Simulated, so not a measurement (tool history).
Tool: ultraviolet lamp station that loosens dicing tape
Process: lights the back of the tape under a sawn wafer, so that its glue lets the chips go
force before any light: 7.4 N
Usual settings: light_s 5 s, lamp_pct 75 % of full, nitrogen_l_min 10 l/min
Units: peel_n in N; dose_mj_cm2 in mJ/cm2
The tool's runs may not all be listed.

run,day,light_s,lamp_pct,nitrogen_l_min,peel_n,dose_mj_cm2
1,0,5,75,10,0.218,505
2,0.433,5,75,10,0.232,497
3,0.738,5,75,10,0.223,499
4,0.992,5,75,10,0.234,496
5,1.421,5,75,18,0.152,492
6,1.717,5,75,18,0.164,497
7,1.992,5,75,18,0.162,494
8,2.217,5,75,18,0.146,489
9,2.508,5,84,10,0.169,548
10,2.85,3,75,10,0.797,292
11,3.058,5,75,9,0.26,482
12,3.317,5,84,10,0.182,544
13,3.554,5,84,10,0.187,545
14,3.842,5,75,10,0.249,480
15,4.138,5,75,10,0.264,479
16,4.362,5,75,10,0.25,477
17,4.762,5,75,10,0.274,475
18,5.129,5,75,10,0.27,470
19,5.492,5,75,10,0.26,478
20,5.9,5,75,10,0.276,474
21,6.304,5,75,16,0.182,466
22,6.683,5,75,16,0.18,468
23,7.021,5,75,10,0.272,461
24,7.404,5,75,16,0.201,459
# day 7.654: window cleaned of glue's vapour
25,7.75,5,75,16,0.175,493
26,8.146,3,85,16,0.4,334
27,8.546,9,75,10,0.094,886
28,8.729,4,60,8,0.829,314
29,9.071,6,77,10,0.158,604
30,9.292,6,77,10,0.152,597
31,9.542,2,91,11,1.087,235
32,9.871,4,91,15,0.179,468
33,10.154,3,84,7,0.795,325
34,10.371,3,84,7,0.854,322
35,10.762,3,75,11,0.77,284
36,11.096,3,75,11,0.781,281
37,11.525,4,75,11,0.407,378
38,11.779,4,62,8,0.81,319
39,12.233,2,62,8,2.404,154
40,12.629,5,75,19,0.178,457
41,12.975,4,69,8,0.638,343
42,13.429,4,66,17,0.423,323
43,13.817,3,91,10,0.57,333
44,14.038,3,70,10,0.998,259
45,14.308,4,73,15,0.381,359

Forecast each of these 3 alternatives for the next run:
A,14.638,2,78,10,?,?
B,14.638,3,73,15,?,?
C,14.638,4,98,15,?,?

run,peel_n,dose_mj_cm2
A,1.668,188
B,0.699,263
C,0.177,474
Without the tool's hidden state the same runs would have given:
run,peel_n,dose_mj_cm2
A,1.197,232
B,0.437,325
C,0.119,584

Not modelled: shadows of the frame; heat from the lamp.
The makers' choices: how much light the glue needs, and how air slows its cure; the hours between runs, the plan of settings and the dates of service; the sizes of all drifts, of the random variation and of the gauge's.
